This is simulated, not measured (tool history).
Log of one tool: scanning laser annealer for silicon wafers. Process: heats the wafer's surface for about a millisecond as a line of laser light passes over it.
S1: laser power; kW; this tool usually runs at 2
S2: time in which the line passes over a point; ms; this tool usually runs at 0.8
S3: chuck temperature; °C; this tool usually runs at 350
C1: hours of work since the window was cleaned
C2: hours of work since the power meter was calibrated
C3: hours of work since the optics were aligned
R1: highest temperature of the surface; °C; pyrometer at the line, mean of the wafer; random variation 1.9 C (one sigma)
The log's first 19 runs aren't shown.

| run | day | S1 | S2 | S3 | C1 | C2 | C3 | R1 |
|---|---|---|---|---|---|---|---|---|
| 20 | 8.725 | 2 | 0.738 | 311 | 134 | 362 | 469 | 1100 |
| 21 | 9.2 | 2 | 0.738 | 311 | 141 | 370 | 476 | 1099 |
| 22 | 9.825 | 1.931 | 0.8 | 317 | 151 | 379 | 486 | 1112 |
| 23 | 10.475 | 1.774 | 0.8 | 317 | 161 | 389 | 496 | 1050 |
| 24 | 10.788 | 2.122 | 0.8 | 339 | 166 | 394 | 501 | 1207 |
| 25 | 11.271 | 2.122 | 0.8 | 339 | 174 | 402 | 508 | 1207 |
| 26 | 11.625 | 1.921 | 0.797 | 339 | 179 | 407 | 514 | 1124 |
| 27 | 12.108 | 1.921 | 0.797 | 339 | 187 | 415 | 521 | 1127 |
| 28 | 12.783 | 2 | 0.8 | 341 | 197 | 425 | 532 | 1160 |
| 29 | 13.179 | 2 | 0.834 | 374 | 203 | 431 | 538 | 1208 |
| 30 | 13.696 | 2.115 | 0.858 | 357 | 211 | 439 | 546 | 1247 |
| 31 | 14.071 | 1.838 | 0.927 | 373 | 217 | 445 | 552 | 1183 |
| 32 | 14.392 | 1.838 | 0.927 | 386 | 222 | 450 | 557 | 1200 |
| 33 | 14.933 | 2.083 | 0.787 | 315 | 231 | 459 | 565 | 1160 |

Each row is a separate what-if for the run after 33, all from the same tool condition, not one after another. Results?
| A | 15.375 | 1.781 | 0.596 | 316 | 237 | 466 | 572 | ? |
| B | 15.375 | 1.745 | 0.816 | 315 | 237 | 466 | 572 | ? |
| C | 15.375 | 2.083 | 0.577 | 315 | 237 | 466 | 572 | ? |
| D | 15.375 | 1.888 | 0.584 | 385 | 237 | 466 | 572 | ? |
| E | 15.375 | 1.804 | 0.587 | 314 | 237 | 466 | 572 | ? |

| run | R1 |
|---|---|
| A | 956 |
| B | 1043 |
| C | 1041 |
| D | 1049 |
| E | 954 |
With the hidden condition removed and each run's random variation left untouched, the same runs would have given:
| run | R1 |
|---|---|
| A | 964 |
| B | 1053 |
| C | 1051 |
| D | 1058 |
| E | 963 |
